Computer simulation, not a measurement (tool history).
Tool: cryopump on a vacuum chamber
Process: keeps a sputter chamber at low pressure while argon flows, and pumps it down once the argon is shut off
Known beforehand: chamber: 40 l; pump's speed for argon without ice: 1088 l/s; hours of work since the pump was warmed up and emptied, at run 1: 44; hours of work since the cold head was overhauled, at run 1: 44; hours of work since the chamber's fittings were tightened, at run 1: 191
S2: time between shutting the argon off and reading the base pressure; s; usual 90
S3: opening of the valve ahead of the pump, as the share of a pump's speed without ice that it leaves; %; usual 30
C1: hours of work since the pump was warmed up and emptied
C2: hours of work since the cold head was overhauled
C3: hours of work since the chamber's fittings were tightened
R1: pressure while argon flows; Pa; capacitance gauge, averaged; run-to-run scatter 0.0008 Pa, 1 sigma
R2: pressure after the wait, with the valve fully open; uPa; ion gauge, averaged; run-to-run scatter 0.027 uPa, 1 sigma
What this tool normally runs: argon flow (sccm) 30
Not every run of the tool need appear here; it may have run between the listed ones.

{"run": 1, "hour": 0.0, "argon flow (sccm)": 30, "S2": 90, "S3": 30, "C1": 44, "C2": 44, "C3": 191, "R1": 0.1558, "R2": 1.42}
{"run": 2, "hour": 44.7, "argon flow (sccm)": 30, "S2": 90, "S3": 30, "C1": 67, "C2": 67, "C3": 213, "R1": 0.1561, "R2": 1.48}
{"run": 3, "hour": 93.6, "argon flow (sccm)": 30, "S2": 90, "S3": 30, "C1": 92, "C2": 92, "C3": 238, "R1": 0.1558, "R2": 1.44}
{"run": 4, "hour": 138.4, "argon flow (sccm)": 57, "S2": 90, "S3": 30, "C1": 115, "C2": 115, "C3": 261, "R1": 0.2975, "R2": 1.44}
{"run": 5, "hour": 178.3, "argon flow (sccm)": 57, "S2": 90, "S3": 30, "C1": 135, "C2": 135, "C3": 281, "R1": 0.3, "R2": 1.52}
{"run": 6, "hour": 249.3, "argon flow (sccm)": 57, "S2": 54, "S3": 30, "C1": 171, "C2": 171, "C3": 317, "R1": 0.2972, "R2": 2.16}
{"run": 7, "hour": 287.3, "argon flow (sccm)": 57, "S2": 54, "S3": 30, "C1": 190, "C2": 190, "C3": 336, "R1": 0.2978, "R2": 2.18}
{"run": 8, "hour": 330.8, "argon flow (sccm)": 57, "S2": 54, "S3": 30, "C1": 212, "C2": 212, "C3": 359, "R1": 0.3009, "R2": 2.21}
{"run": 9, "hour": 402.7, "argon flow (sccm)": 57, "S2": 54, "S3": 30, "C1": 249, "C2": 249, "C3": 395, "R1": 0.2992, "R2": 2.18}
{"run": 10, "hour": 465.6, "argon flow (sccm)": 30, "S2": 123, "S3": 30, "C1": 281, "C2": 281, "C3": 427, "R1": 0.1585, "R2": 1.39}
{"run": 11, "hour": 537.5, "argon flow (sccm)": 30, "S2": 90, "S3": 38, "C1": 317, "C2": 317, "C3": 464, "R1": 0.1242, "R2": 1.69}
{"run": 12, "hour": 585.8, "argon flow (sccm)": 30, "S2": 90, "S3": 25, "C1": 342, "C2": 342, "C3": 488, "R1": 0.1894, "R2": 1.71}
{"run": 13, "hour": 640.3, "argon flow (sccm)": 51, "S2": 90, "S3": 36, "C1": 369, "C2": 369, "C3": 516, "R1": 0.2266, "R2": 1.71}
{"run": 14, "hour": 688.6, "argon flow (sccm)": 27, "S2": 230, "S3": 44, "C1": 394, "C2": 394, "C3": 540, "R1": 0.0982, "R2": 1.24}
{"run": 15, "hour": 733.7, "argon flow (sccm)": 44, "S2": 192, "S3": 16, "C1": 417, "C2": 417, "C3": 563, "R1": 0.4318, "R2": 1.38}
{"run": 16, "hour": 775.9, "argon flow (sccm)": 49, "S2": 27, "S3": 16, "C1": 438, "C2": 438, "C3": 585, "R1": 0.4858, "R2": 4.02}
{"run": 17, "hour": 843.4, "argon flow (sccm)": 49, "S2": 27, "S3": 16, "C1": 473, "C2": 473, "C3": 619, "R1": 0.482, "R2": 4.22}
{"run": 18, "hour": 878.0, "argon flow (sccm)": 49, "S2": 27, "S3": 16, "C1": 490, "C2": 490, "C3": 637, "R1": 0.4867, "R2": 4.07}
{"run": 19, "hour": 933.1, "argon flow (sccm)": 14, "S2": 59, "S3": 30, "C1": 518, "C2": 518, "C3": 665, "R1": 0.0754, "R2": 2.44}
{"run": 20, "hour": 965.9, "argon flow (sccm)": 14, "S2": 59, "S3": 30, "C1": 535, "C2": 535, "C3": 681, "R1": 0.0736, "R2": 2.47}
{"run": 21, "hour": 1030.3, "argon flow (sccm)": 14, "S2": 59, "S3": 15, "C1": 568, "C2": 568, "C3": 714, "R1": 0.1456, "R2": 2.56}
{"run": 22, "hour": 1062.6, "argon flow (sccm)": 30, "S2": 107, "S3": 50, "C1": 584, "C2": 584, "C3": 730, "R1": 0.0992, "R2": 1.89}
{"run": 23, "hour": 1098.5, "argon flow (sccm)": 49, "S2": 24, "S3": 24, "C1": 602, "C2": 602, "C3": 749, "R1": 0.3284, "R2": 4.57}
{"run": 24, "hour": 1152.7, "argon flow (sccm)": 49, "S2": 24, "S3": 24, "C1": 630, "C2": 630, "C3": 776, "R1": 0.3274, "R2": 4.65}

Each row is a separate what-if for the run after 24, all from the same tool condition, not one after another. Results?
{"run": "A", "hour": 1224.2, "argon flow (sccm)": 30, "S2": 22, "S3": 30, "C1": 666, "C2": 666, "C3": 812, "R1": "?", "R2": "?"}
{"run": "B", "hour": 1224.2, "argon flow (sccm)": 30, "S2": 90, "S3": 21, "C1": 666, "C2": 666, "C3": 812, "R1": "?", "R2": "?"}
{"run": "C", "hour": 1224.2, "argon flow (sccm)": 49, "S2": 24, "S3": 21, "C1": 666, "C2": 666, "C3": 812, "R1": "?", "R2": "?"}

run=A R1=0.1602 R2=5.06
run=B R1=0.2265 R2=2.12
run=C R1=0.3719 R2=4.64
Take away the tool's hidden state, keep each run's random variation, and the runs would have read:
run=A R1=0.1540 R2=4.15
run=B R1=0.2204 R2=1.22
run=C R1=0.3618 R2=3.75
